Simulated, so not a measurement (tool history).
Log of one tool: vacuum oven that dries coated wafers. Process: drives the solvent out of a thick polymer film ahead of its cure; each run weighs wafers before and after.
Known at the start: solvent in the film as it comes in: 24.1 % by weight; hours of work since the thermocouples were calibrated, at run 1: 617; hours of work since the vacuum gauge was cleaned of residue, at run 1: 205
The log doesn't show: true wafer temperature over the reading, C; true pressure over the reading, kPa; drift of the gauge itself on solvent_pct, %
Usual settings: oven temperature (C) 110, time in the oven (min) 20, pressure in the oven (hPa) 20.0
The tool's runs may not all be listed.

run	hour	oven temperature (C)	time in the oven (min)	pressure in the oven (hPa)	hours of work since the thermocouples were calibrated	hours of work since the vacuum gauge was cleaned of residue	solvent left in the film (%)
1	0.0	110	20	20.0	617	205	1.18
2	7.1	110	20	32.3	622	210	1.49
3	14.3	110	20	32.3	627	215	1.49
4	25.2	110	20	14.1	634	222	1.02
5	35.9	110	20	14.1	641	229	1.02
6	43.3	110	20	14.1	646	234	1.04
7	55.1	110	20	14.1	653	241	1.02
8	65.5	110	20	14.1	660	248	1.02
9	75.9	107	11	41.3	667	255	4.91
10	85.3	107	11	41.3	673	261	4.94
11	94.0	107	11	41.3	679	267	4.93
12	101.3	120	19	55.5	684	272	1.16
13	108.9	110	27	20.0	689	277	0.72
14	120.1	110	27	20.0	696	284	0.73
15	126.4	119	35	41.7	700	288	0.82

5 ways to go on from here, each from the tool as it stands after run 15. What would each give?
A	137.8	108	13	41.7	708	296	?
B	137.8	100	35	31.6	708	296	?
C	137.8	100	35	41.7	708	296	?
D	137.8	110	20	22.5	708	296	?
E	137.8	102	20	20.0	708	296	?

run	solvent left in the film (%)
A	3.71
B	1.68
C	2.04
D	1.25
E	2.62
Without the tool's hidden state the same runs would have given:
run	solvent left in the film (%)
A	3.72
B	1.68
C	2.05
D	1.25
E	2.63
